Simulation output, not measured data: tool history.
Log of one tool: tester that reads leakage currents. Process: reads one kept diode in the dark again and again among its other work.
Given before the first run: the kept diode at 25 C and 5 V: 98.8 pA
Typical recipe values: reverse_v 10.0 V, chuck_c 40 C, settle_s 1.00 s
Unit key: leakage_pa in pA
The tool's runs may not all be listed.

run,hour,reverse_v,chuck_c,settle_s,leakage_pa
1,0.0,10.0,40,1.00,399.15
2,224.8,10.0,40,1.00,401.14
3,436.6,10.0,40,1.00,404.25
4,604.1,10.0,40,1.00,401.03
5,892.9,10.0,40,1.00,406.90
6,1134.6,10.0,40,1.00,410.87
7,1366.8,10.0,40,1.00,415.80
8,1539.7,10.0,40,2.59,428.59
9,1825.2,10.0,40,4.01,432.23
10,1960.5,10.0,40,1.41,437.19
11,2118.1,10.0,40,1.41,438.74
12,2340.1,10.0,40,1.41,444.41
13,2608.4,10.0,40,1.41,448.94
14,2764.8,10.0,40,1.41,454.78
15,3048.1,10.0,40,4.59,411.02
16,3203.2,10.0,40,4.59,406.94
17,3459.5,10.0,40,4.59,404.36
18,3604.8,10.0,40,4.59,405.65
19,3869.4,10.0,40,4.59,408.76
20,4041.8,10.0,40,1.00,402.34
21,4206.3,14.1,37,1.00,393.73
22,4447.2,3.7,33,0.68,162.46
23,4668.4,1.5,32,4.05,94.99
24,4912.9,17.7,33,3.82,330.03
25,5034.6,1.5,40,3.74,166.43
26,5261.7,3.0,40,1.67,231.37
27,5387.1,14.9,21,5.67,135.56
28,5665.9,14.9,21,5.67,139.30
29,5956.9,14.9,33,1.36,310.10
30,6170.6,4.5,24,1.84,89.64
31,6362.5,12.4,26,2.19,166.83
32,6564.3,10.0,40,3.28,400.28
33,6686.4,10.0,22,3.28,115.35
34,6910.3,1.2,33,3.55,94.83
35,7182.5,2.3,33,3.55,129.22
36,7455.0,3.1,27,6.99,98.60
37,7726.9,3.1,27,6.99,96.39
38,7998.9,3.1,27,0.88,98.24
39,8141.9,3.1,27,0.88,99.22

Withheld: 10 entries from between the runs. Position of each, and hidden state at the listed run before versus the listed run after:
In the gap between runs 3 and 4: probe card cleaned and baked (hour 497.3)
  stray current of the dirty probe card, pA a volt: 0.88 -> 0.055; current scale over the true one, %: 0.88 -> 0.98; true chuck temperature over the reading, C: 0.13 -> 0.22
  measured less the result without the state, leakage_pa: +15.56 -> +9.93 pA
In the gap between runs 7 and 8: chuck's temperature calibrated (hour 1501.6)
  stray current of the dirty probe card, pA a volt: 0.271 -> 0.326; current scale over the true one, %: 1.39 -> 1.48; true chuck temperature over the reading, C: 0.59 -> 1.08
  measured less the result without the state, leakage_pa: +23.92 -> +38.25 pA
In the gap between runs 14 and 15: chuck's temperature calibrated (hour 3000.8)
  stray current of the dirty probe card, pA a volt: 0.689 -> 0.763; current scale over the true one, %: 2.18 -> 2.35; true chuck temperature over the reading, C: 1.65 -> 0.06
  measured less the result without the state, leakage_pa: +61.64 -> +18.62 pA
In the gap between runs 15 and 16: chuck's temperature calibrated, once more (hour 3071.4)
  stray current of the dirty probe card, pA a volt: 0.763 -> 0.808; current scale over the true one, %: 2.35 -> 2.43; true chuck temperature over the reading, C: 0.06 -> -0.02
  measured less the result without the state, leakage_pa: +18.62 -> +16.96 pA
In the gap between runs 16 and 17: probe card cleaned and baked (hour 3220.9)
  stray current of the dirty probe card, pA a volt: 0.808 -> 0.098; current scale over the true one, %: 2.43 -> 2.57; true chuck temperature over the reading, C: -0.02 -> 0.09
  measured less the result without the state, leakage_pa: +16.96 -> +13.23 pA
In the gap between runs 19 and 20: tester calibrated (hour 4016.4)
  stray current of the dirty probe card, pA a volt: 0.22 -> 0.269; current scale over the true one, %: 2.79 -> 0.23; true chuck temperature over the reading, C: 0.28 -> 0.35
  measured less the result without the state, leakage_pa: +20.35 -> +12.63 pA
In the gap between runs 22 and 23: chuck's temperature calibrated (hour 4580.5)
  stray current of the dirty probe card, pA a volt: 0.384 -> 0.448; current scale over the true one, %: 0.44 -> 0.57; true chuck temperature over the reading, C: 0.56 -> -0.01
  measured less the result without the state, leakage_pa: +8.11 -> +1.13 pA
In the gap between runs 28 and 29: probe card cleaned and baked (hour 5951.5)
  stray current of the dirty probe card, pA a volt: 0.75 -> 0.031; current scale over the true one, %: 1.14 -> 1.29; true chuck temperature over the reading, C: 0.47 -> 0.6
  measured less the result without the state, leakage_pa: +16.88 -> +16.50 pA
In the gap between runs 29 and 30: chuck's temperature calibrated (hour 6080.5)
  stray current of the dirty probe card, pA a volt: 0.031 -> 0.093; current scale over the true one, %: 1.29 -> 1.39; true chuck temperature over the reading, C: 0.6 -> -0.08
  measured less the result without the state, leakage_pa: +16.50 -> +1.01 pA
In the gap between runs 36 and 37: chuck's temperature calibrated (hour 7576.9)
  stray current of the dirty probe card, pA a volt: 0.471 -> 0.553; current scale over the true one, %: 2.12 -> 2.26; true chuck temperature over the reading, C: 0.53 -> 0.08
  measured less the result without the state, leakage_pa: +7.04 -> +4.31 pA
